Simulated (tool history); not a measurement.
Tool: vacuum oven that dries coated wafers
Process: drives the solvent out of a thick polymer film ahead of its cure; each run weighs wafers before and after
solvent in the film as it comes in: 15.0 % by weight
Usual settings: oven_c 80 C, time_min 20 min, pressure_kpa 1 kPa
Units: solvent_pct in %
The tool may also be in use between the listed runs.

run     day  oven_c  time_min  pressure_kpa  solvent_pct
  1       0      80        20             1         1.82
  2   1.138      80        20             1         1.81
  3     2.1      80        20             1         1.78
  4   3.242      80        20             1         1.81
  5   4.338      80        20             1         1.85
  6   5.579      80        20             1         1.87
  7   6.183      80        20             1         1.84
  8   6.983      80        36             1         1.11
  9   7.825      80        36             1         1.15
 10   8.533      80        36             1         1.02
 11   9.938      80        36             1         1.03
 12  11.029      80        36             1         1.02
 13  12.058      80        20             1         1.83
 14  13.196      80        17             1         2.37
 15  14.212      71        29          1.77         3.88
 16  14.875      90        13          3.41         2.28
 17  15.742      73        11          3.41         7.93
 18  16.629      73        36          3.41          4.6
 19  17.571      73        36          3.41         4.57
 20  18.279      73        22          3.41         5.62
 21  19.167      87        20          0.59          0.6
 22  20.267      86        21             1         1.01
 23  21.462      86        17          0.87         1.09
     21.988  -- oven's thermocouples calibrated
 24  22.758      77        13          1.03         3.84
 25  23.908      77        13          1.03         3.98
 26  25.275      84        21          0.71         0.86
 27  26.029      87        20             1         0.86

Forecast each of these 4 alternatives for the next run:
  A  26.633      74        11          2.62            ?
  B  26.633      69        20             1            ?
  C  26.633      87        33             1            ?
  D  26.633      65        19             1            ?

run  solvent_pct
  A         6.86
  B         5.07
  C         0.75
  D         6.68
Without the tool's hidden state the same runs would have given:
run  solvent_pct
  A         6.61
  B         4.76
  C          0.6
  D         6.37
